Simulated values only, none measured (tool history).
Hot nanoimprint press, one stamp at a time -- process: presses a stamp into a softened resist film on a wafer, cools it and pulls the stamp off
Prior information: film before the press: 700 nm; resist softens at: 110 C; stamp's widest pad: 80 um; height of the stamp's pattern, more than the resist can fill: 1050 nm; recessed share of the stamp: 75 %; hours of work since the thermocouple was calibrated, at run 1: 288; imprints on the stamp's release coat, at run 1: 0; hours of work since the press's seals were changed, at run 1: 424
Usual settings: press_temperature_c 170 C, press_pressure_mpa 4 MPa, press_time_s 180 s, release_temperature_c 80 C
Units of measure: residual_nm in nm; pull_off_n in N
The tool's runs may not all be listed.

| run | hour | press_temperature_c | press_pressure_mpa | press_time_s | release_temperature_c | hours of work since the thermocouple was calibrated | imprints on the stamp's release coat | hours of work since the press's seals were changed | residual_nm | pull_off_n |
|---|---|---|---|---|---|---|---|---|---|---|
| 1 | 0 | 170 | 4 | 180 | 80 | 288 | 0 | 424 | 362.6 | 115 |
| 2 | 83.2 | 170 | 4 | 180 | 80 | 333 | 260 | 470 | 364.3 | 127 |
|  | 90.4 | plate thermocouple calibrated |
| 3 | 176.3 | 170 | 4 | 180 | 68 | 47 | 541 | 519 | 359.4 | 176 |
| 4 | 260.4 | 170 | 4 | 108 | 80 | 93 | 803 | 565 | 423.1 | 149 |
| 5 | 340.6 | 170 | 4 | 108 | 80 | 137 | 1053 | 609 | 425.2 | 157 |
| 6 | 419.6 | 170 | 4 | 108 | 80 | 180 | 1299 | 653 | 426.7 | 175 |
|  | 497.8 | stamp cleaned and given a new release coat |
| 7 | 512.4 | 170 | 4 | 108 | 80 | 228 | 46 | 700 | 428.8 | 120 |
| 8 | 564.8 | 170 | 4 | 108 | 71 | 257 | 210 | 729 | 430.5 | 149 |
| 9 | 629.3 | 158 | 4 | 108 | 71 | 292 | 410 | 764 | 617.7 | 158 |
|  | 710.8 | plate thermocouple calibrated |
| 10 | 724 | 158 | 4 | 108 | 71 | 7 | 696 | 815 | 612.8 | 173 |
| 11 | 781.9 | 170 | 4 | 180 | 80 | 39 | 877 | 846 | 367.3 | 149 |
| 12 | 851.1 | 170 | 4 | 180 | 80 | 77 | 1093 | 884 | 363.1 | 157 |
| 13 | 890.1 | 170 | 4 | 180 | 80 | 98 | 1214 | 906 | 361.3 | 165 |
| 14 | 979.4 | 170 | 4 | 180 | 80 | 147 | 1493 | 955 | 363.6 | 183 |
|  | 1000.8 | stamp cleaned and given a new release coat |
| 15 | 1051.5 | 170 | 4 | 180 | 80 | 183 | 158 | 991 | 366.9 | 119 |
| 16 | 1118.9 | 170 | 4 | 180 | 80 | 220 | 368 | 1028 | 368.4 | 132 |
| 17 | 1179.5 | 181 | 6.26 | 168 | 85 | 254 | 557 | 1061 | 180.4 | 118 |
| 18 | 1244.2 | 166 | 4 | 180 | 85 | 289 | 759 | 1096 | 443.3 | 129 |
| 19 | 1320.8 | 166 | 4 | 180 | 85 | 331 | 998 | 1138 | 444.1 | 143 |
|  | 1332.3 | plate thermocouple calibrated |
| 20 | 1370.6 | 166 | 3.05 | 137 | 67 | 21 | 1144 | 1164 | 512.8 | 211 |
|  | 1403.8 | press's hydraulic seals changed and the load cell set to zero |
| 21 | 1464.5 | 166 | 4.69 | 180 | 66 | 68 | 1411 | 33 | 396.5 | 232 |
|  | 1509.9 | stamp cleaned and given a new release coat |
| 22 | 1555 | 176 | 4.45 | 277 | 80 | 114 | 141 | 80 | 217.6 | 123 |
| 23 | 1640.3 | 176 | 4.45 | 277 | 80 | 161 | 407 | 126 | 214.8 | 132 |
| 24 | 1695.3 | 176 | 4.45 | 277 | 80 | 191 | 578 | 157 | 217.6 | 134 |
| 25 | 1780.1 | 176 | 4.45 | 277 | 80 | 238 | 843 | 203 | 220.4 | 147 |

Expected results for the next run?
| 26 | 1862.2 | 176 | 4.45 | 323 | 80 | 283 | 1099 | 248 | ? | ? |

Run 26 produced residual_nm 209.4 nm, pull_off_n 168 N.
If the tool had no hidden condition, the same run with the same run-to-run variation would have returned residual_nm 199.7 nm, pull_off_n 116 N.
